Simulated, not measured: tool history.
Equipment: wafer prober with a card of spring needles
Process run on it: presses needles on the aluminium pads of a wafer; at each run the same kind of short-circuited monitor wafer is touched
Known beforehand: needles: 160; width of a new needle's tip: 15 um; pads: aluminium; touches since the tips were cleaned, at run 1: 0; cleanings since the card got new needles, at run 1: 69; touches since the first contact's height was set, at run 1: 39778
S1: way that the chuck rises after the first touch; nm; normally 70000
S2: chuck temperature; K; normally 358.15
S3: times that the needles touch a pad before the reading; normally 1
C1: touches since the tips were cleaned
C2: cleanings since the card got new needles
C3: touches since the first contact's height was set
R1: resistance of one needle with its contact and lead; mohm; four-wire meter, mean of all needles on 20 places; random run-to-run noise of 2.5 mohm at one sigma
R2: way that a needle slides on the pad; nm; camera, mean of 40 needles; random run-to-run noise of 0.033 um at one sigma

run	hour	S1	S2	S3	C1	C2	C3	R1	R2
1	0.0	70000	358.15	1	0	69	39778	289	12230
# hour 11.3: tips cleaned on abrasive film
2	16.5	75000	358.15	1	3397	70	50571	286	13130
# hour 22.3: tips cleaned on abrasive film
# hour 32.6: tips cleaned on abrasive film
3	32.6	75000	358.15	1	0	72	61064	284	13110
# hour 43.1: tips cleaned on abrasive film
4	48.1	70000	319.15	1	3313	73	71257	277	12290
# hour 54.3: tips cleaned on abrasive film
5	61.8	59000	358.15	1	4884	74	80169	287	10350
# hour 65.1: tips cleaned on abrasive film
6	71.2	59000	358.15	1	4005	75	86299	292	10290
# hour 75.5: tips cleaned on abrasive film
# hour 86.4: tips cleaned on abrasive film
7	89.4	59000	358.15	1	1946	77	98187	290	10310
# hour 96.9: tips cleaned on abrasive film
# hour 107.0: tips cleaned on abrasive film
8	107.0	59000	358.15	1	0	79	109686	292	10320
# hour 118.3: tips cleaned on abrasive film
9	124.6	59000	358.15	1	4116	80	121183	293	10310
# hour 130.0: tips cleaned on abrasive film
# hour 130.3: height of the first contact set anew
# hour 140.6: tips cleaned on abrasive film
10	144.8	70000	318.15	1	2724	82	9493	275	12250
# hour 151.1: tips cleaned on abrasive film
11	156.5	70000	318.15	1	3583	83	17148	280	12320
# hour 162.2: tips cleaned on abrasive film
# hour 173.4: tips cleaned on abrasive film
12	176.7	70000	352.15	1	2148	85	30320	284	12260
# hour 184.1: tips cleaned on abrasive film
# hour 194.2: tips cleaned on abrasive film
13	196.1	70000	352.15	1	1276	87	43025	288	12260
# hour 204.6: tips cleaned on abrasive film
14	213.1	70000	352.15	1	5596	88	54144	287	12230
# hour 215.9: tips cleaned on abrasive film
15	225.6	70000	352.15	1	6361	89	62299	289	12250
# hour 227.0: tips cleaned on abrasive film
# hour 237.6: tips cleaned on abrasive film
16	242.6	70000	358.15	2	3317	91	73402	287	12220
# hour 248.9: tips cleaned on abrasive film
# hour 259.1: tips cleaned on abrasive film
17	261.2	70000	331.15	1	1368	93	85525	278	12220
# hour 270.2: tips cleaned on abrasive film
18	270.2	81000	331.15	2	0	94	91399	275	14240
# hour 280.4: tips cleaned on abrasive film
19	280.4	81000	331.15	1	0	95	98071	280	14220
# hour 290.6: tips cleaned on abrasive film
20	294.1	76000	358.15	1	2308	96	107030	288	13330
# hour 300.8: tips cleaned on abrasive film
# hour 311.3: tips cleaned on abrasive film
21	314.2	76000	358.15	1	1898	98	120143	286	13240
# hour 321.4: tips cleaned on abrasive film
# hour 321.7: height of the first contact set anew
# hour 332.0: tips cleaned on abrasive film
22	334.7	61000	353.15	1	1788	100	8532	297	10660
# hour 343.1: tips cleaned on abrasive film
23	348.3	83000	380.15	1	3454	101	17412	295	14480
# hour 354.3: tips cleaned on abrasive film
24	362.3	83000	380.15	2	5269	102	26559	289	14490
# hour 365.8: tips cleaned on abrasive film
# hour 377.4: tips cleaned on abrasive film
25	378.4	75000	380.15	2	672	104	37065	294	13170
# hour 388.2: tips cleaned on abrasive film
26	389.1	58000	367.15	2	595	105	44041	290	10170
# hour 398.5: tips cleaned on abrasive film
27	404.3	70000	358.15	2	3835	106	54004	285	12260
# hour 409.0: tips cleaned on abrasive film
28	418.3	89000	318.15	3	6144	107	63206	273	15610
# hour 419.3: tips cleaned on abrasive film
# hour 429.6: tips cleaned on abrasive film
29	435.8	60000	318.15	2	4100	109	74606	284	10490
# hour 440.2: tips cleaned on abrasive film
# hour 450.4: tips cleaned on abrasive film
30	455.6	80000	358.15	1	3461	111	87528	288	14000
# hour 460.9: tips cleaned on abrasive film
# hour 471.5: tips cleaned on abrasive film
31	475.4	80000	358.15	1	2584	113	100416	287	14050
# hour 482.4: tips cleaned on abrasive film
32	488.2	70000	303.15	2	3805	114	108808	269	12210

4 options for the next run, each taken on its own from the tool as it stands now. Forecast them:
# hour 492.8: tips cleaned on abrasive film
A	502.1	70000	303.15	2	6128	115	117909	?	?
# hour 492.8: tips cleaned on abrasive film
B	502.1	61000	303.15	2	6128	115	117909	?	?
# hour 492.8: tips cleaned on abrasive film
C	502.1	73000	320.15	2	6128	115	117909	?	?
# hour 492.8: tips cleaned on abrasive film
D	502.1	82000	358.15	1	6128	115	117909	?	?

run	R1	R2
A	271	12180
B	277	10690
C	280	12800
D	286	14280
Had the tool no hidden state, the same runs would have come out as:
run	R1	R2
A	271	12190
B	277	10690
C	280	12800
D	286	14280

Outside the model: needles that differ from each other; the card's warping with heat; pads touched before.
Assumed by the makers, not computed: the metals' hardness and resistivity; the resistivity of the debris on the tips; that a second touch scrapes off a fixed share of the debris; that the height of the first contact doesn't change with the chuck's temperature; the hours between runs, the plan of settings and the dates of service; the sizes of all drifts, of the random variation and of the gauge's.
